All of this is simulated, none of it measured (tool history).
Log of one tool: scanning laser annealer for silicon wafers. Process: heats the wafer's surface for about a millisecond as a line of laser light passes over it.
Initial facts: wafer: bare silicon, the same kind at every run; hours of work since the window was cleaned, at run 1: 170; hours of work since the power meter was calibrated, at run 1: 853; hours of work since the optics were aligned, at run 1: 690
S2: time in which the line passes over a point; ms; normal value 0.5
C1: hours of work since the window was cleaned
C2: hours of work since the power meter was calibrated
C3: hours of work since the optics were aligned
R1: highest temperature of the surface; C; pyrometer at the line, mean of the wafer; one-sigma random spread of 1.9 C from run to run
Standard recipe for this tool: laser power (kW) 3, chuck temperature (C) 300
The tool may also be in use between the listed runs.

run 1 hour=0 | laser_power_(kW)=3 S2=0.5 chuck_temperature_(C)=300 | C1=170 C2=853 C3=690 | R1=1109
run 2 hour=13.7 | laser_power_(kW)=2.951 S2=0.5 chuck_temperature_(C)=300 | C1=181 C2=864 C3=700 | R1=1092
run 3 hour=46.3 | laser_power_(kW)=2.951 S2=0.5 chuck_temperature_(C)=300 | C1=206 C2=889 C3=726 | R1=1093
run 4 hour=64.2 | laser_power_(kW)=3.198 S2=0.5 chuck_temperature_(C)=300 | C1=220 C2=903 C3=740 | R1=1174
run 5 hour=81.2 | laser_power_(kW)=3.289 S2=0.5 chuck_temperature_(C)=300 | C1=233 C2=916 C3=753 | R1=1198
run 6 hour=114.9 | laser_power_(kW)=3.289 S2=0.5 chuck_temperature_(C)=300 | C1=260 C2=943 C3=779 | R1=1197
run 7 hour=138.3 | laser_power_(kW)=3.289 S2=0.5 chuck_temperature_(C)=300 | C1=278 C2=961 C3=798 | R1=1200
run 8 hour=161.2 | laser_power_(kW)=3.289 S2=0.5 chuck_temperature_(C)=300 | C1=296 C2=979 C3=816 | R1=1197
run 9 hour=190.2 | laser_power_(kW)=3 S2=0.5 chuck_temperature_(C)=300 | C1=318 C2=1001 C3=838 | R1=1097
run 10 hour=217.2 | laser_power_(kW)=3 S2=0.5 chuck_temperature_(C)=300 | C1=339 C2=1022 C3=859 | R1=1098
run 11 hour=247.7 | laser_power_(kW)=3 S2=0.613 chuck_temperature_(C)=300 | C1=363 C2=1046 C3=883 | R1=1172
run 12 hour=280.8 | laser_power_(kW)=3 S2=0.613 chuck_temperature_(C)=300 | C1=389 C2=1072 C3=909 | R1=1174
run 13 hour=307 | laser_power_(kW)=3 S2=0.5 chuck_temperature_(C)=300 | C1=410 C2=1093 C3=930 | R1=1091
run 14 hour=334.8 | laser_power_(kW)=3 S2=0.596 chuck_temperature_(C)=300 | C1=431 C2=1114 C3=951 | R1=1159
-- hour=339.5 window over the wafer cleaned
run 15 hour=359 | laser_power_(kW)=3.093 S2=0.596 chuck_temperature_(C)=300 | C1=15 C2=1132 C3=969 | R1=1174
run 16 hour=390.6 | laser_power_(kW)=2.889 S2=0.5 chuck_temperature_(C)=300 | C1=40 C2=1156 C3=993 | R1=1039
run 17 hour=415.8 | laser_power_(kW)=2.889 S2=0.5 chuck_temperature_(C)=300 | C1=60 C2=1176 C3=1013 | R1=1035
run 18 hour=444.9 | laser_power_(kW)=3 S2=0.62 chuck_temperature_(C)=270 | C1=82 C2=1199 C3=1036 | R1=1121
-- hour=448.4 window over the wafer cleaned, once more
run 19 hour=479.8 | laser_power_(kW)=2.638 S2=0.399 chuck_temperature_(C)=306 | C1=24 C2=1224 C3=1061 | R1=929
run 20 hour=503.8 | laser_power_(kW)=2.638 S2=0.399 chuck_temperature_(C)=306 | C1=43 C2=1243 C3=1080 | R1=928
run 21 hour=534.8 | laser_power_(kW)=2.638 S2=0.399 chuck_temperature_(C)=306 | C1=67 C2=1267 C3=1104 | R1=927
run 22 hour=553.2 | laser_power_(kW)=2.638 S2=0.399 chuck_temperature_(C)=306 | C1=82 C2=1282 C3=1119 | R1=927
run 23 hour=568.3 | laser_power_(kW)=2.638 S2=0.399 chuck_temperature_(C)=306 | C1=94 C2=1294 C3=1130 | R1=927
run 24 hour=591.4 | laser_power_(kW)=2.638 S2=0.399 chuck_temperature_(C)=306 | C1=112 C2=1312 C3=1148 | R1=925
run 25 hour=615.8 | laser_power_(kW)=2.662 S2=0.5 chuck_temperature_(C)=300 | C1=131 C2=1331 C3=1168 | R1=996
run 26 hour=648.5 | laser_power_(kW)=3.06 S2=0.5 chuck_temperature_(C)=339 | C1=156 C2=1356 C3=1193 | R1=1164
run 27 hour=673.3 | laser_power_(kW)=2.738 S2=0.358 chuck_temperature_(C)=294 | C1=176 C2=1375 C3=1212 | R1=906
run 28 hour=693.2 | laser_power_(kW)=3.148 S2=0.371 chuck_temperature_(C)=294 | C1=191 C2=1391 C3=1228 | R1=1032
-- hour=702 optics aligned, line set to its width
run 29 hour=713 | laser_power_(kW)=3.148 S2=0.371 chuck_temperature_(C)=294 | C1=203 C2=1403 C3=9 | R1=1041
run 30 hour=742.8 | laser_power_(kW)=2.681 S2=0.373 chuck_temperature_(C)=300 | C1=226 C2=1426 C3=32 | R1=912
run 31 hour=775.1 | laser_power_(kW)=2.785 S2=0.411 chuck_temperature_(C)=306 | C1=251 C2=1451 C3=57 | R1=979
run 32 hour=791.9 | laser_power_(kW)=2.785 S2=0.411 chuck_temperature_(C)=306 | C1=264 C2=1464 C3=70 | R1=975
run 33 hour=824.9 | laser_power_(kW)=3.167 S2=0.5 chuck_temperature_(C)=300 | C1=290 C2=1490 C3=96 | R1=1161

Entry by entry between the runs, the difference in hidden state between the last listed run before and the first listed run after:
In the gap between runs 14 and 15: window over the wafer cleaned (hour 339.5)
  light that passes the window, % of a clean one's: 97.03 -> 95.57; laser's true power over the reading, %: 0.21 -> 0.2; width of the line over the set one, %: 1.55 -> 1.58
  what was measured, less what the result would be without the hidden state, R1: -41 -> -59 C
In the gap between runs 18 and 19: window over the wafer cleaned, once more (hour 448.4)
  light that passes the window, % of a clean one's: 95.13 -> 99.74; laser's true power over the reading, %: 0.18 -> 0.17; width of the line over the set one, %: 1.68 -> 1.72
  what was measured, less what the result would be without the hidden state, R1: -64 -> -9 C
In the gap between runs 28 and 29: optics aligned, line set to its width (hour 702)
  light that passes the window, % of a clean one's: 98.69 -> 98.62; width of the line over the set one, %: 1.96 -> 0.32
  what was measured, less what the result would be without the hidden state, R1: -22 -> -13 C

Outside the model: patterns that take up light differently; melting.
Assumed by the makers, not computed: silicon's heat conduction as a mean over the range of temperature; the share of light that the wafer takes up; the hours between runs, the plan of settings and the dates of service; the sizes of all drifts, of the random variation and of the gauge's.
